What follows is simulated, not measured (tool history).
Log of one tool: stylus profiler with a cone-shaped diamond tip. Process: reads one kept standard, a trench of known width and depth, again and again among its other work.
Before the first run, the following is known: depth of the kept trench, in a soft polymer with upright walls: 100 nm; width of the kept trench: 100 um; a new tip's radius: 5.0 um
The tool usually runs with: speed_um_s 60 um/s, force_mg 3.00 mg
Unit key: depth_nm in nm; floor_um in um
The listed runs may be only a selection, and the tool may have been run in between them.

run   hour  speed_um_s  force_mg  depth_nm  floor_um
  1    0.0          60      3.00    100.53     97.64
  2   24.7          60      3.00    100.47     97.65
  3   51.1          60      3.00    100.53     97.72
  4   76.7          60      1.04    100.11     97.56
  5  102.0          60      1.04    100.15     97.54
  6  124.5          60      1.04    100.20     97.54
  7  148.6          60      3.00    100.57     97.63
  8  170.6          60      4.93    100.75     97.68
  9  185.2          60      3.00    100.53     97.67
 10  205.9          60      3.00    100.49     97.63
 11  226.6         216      3.00    100.49     97.22
 12  242.0          60      7.46    101.13     97.71
 13  254.0          60      7.46    101.06     97.74
 14  277.0          84      7.46    101.08     97.68
 15  301.5          84      7.46    101.08     97.69
 16  319.9          84      7.46    101.08     97.63
 17  344.3          84      7.46    101.08     97.66
 18  357.4         198      3.00    100.42     97.29
 19  378.1          60      1.75    100.28     97.54
 20  401.7          60      1.91    100.33     97.58
 21  420.2          54      1.91    100.25     97.65
 22  439.1          60      3.00    100.44     97.61
 23  453.9          60      3.00    100.43     97.56
 24  472.8          68      3.00    100.47     97.57
 25  485.6         161      5.81    100.84     97.45
 26  502.8         161      5.81    100.80     97.49
     504.5  -- height scale calibrated on a step standard
 27  526.1          28      7.42    100.97     97.66

Run 28 comes next. What will it give?
 28  545.8          64      2.75         ?         ?

Run 28 produced depth_nm 100.37 nm, floor_um 97.55 um.
With the hidden condition absent and the run-to-run variation left alone, this run would have shown depth_nm 100.68 nm, floor_um 97.82 um.
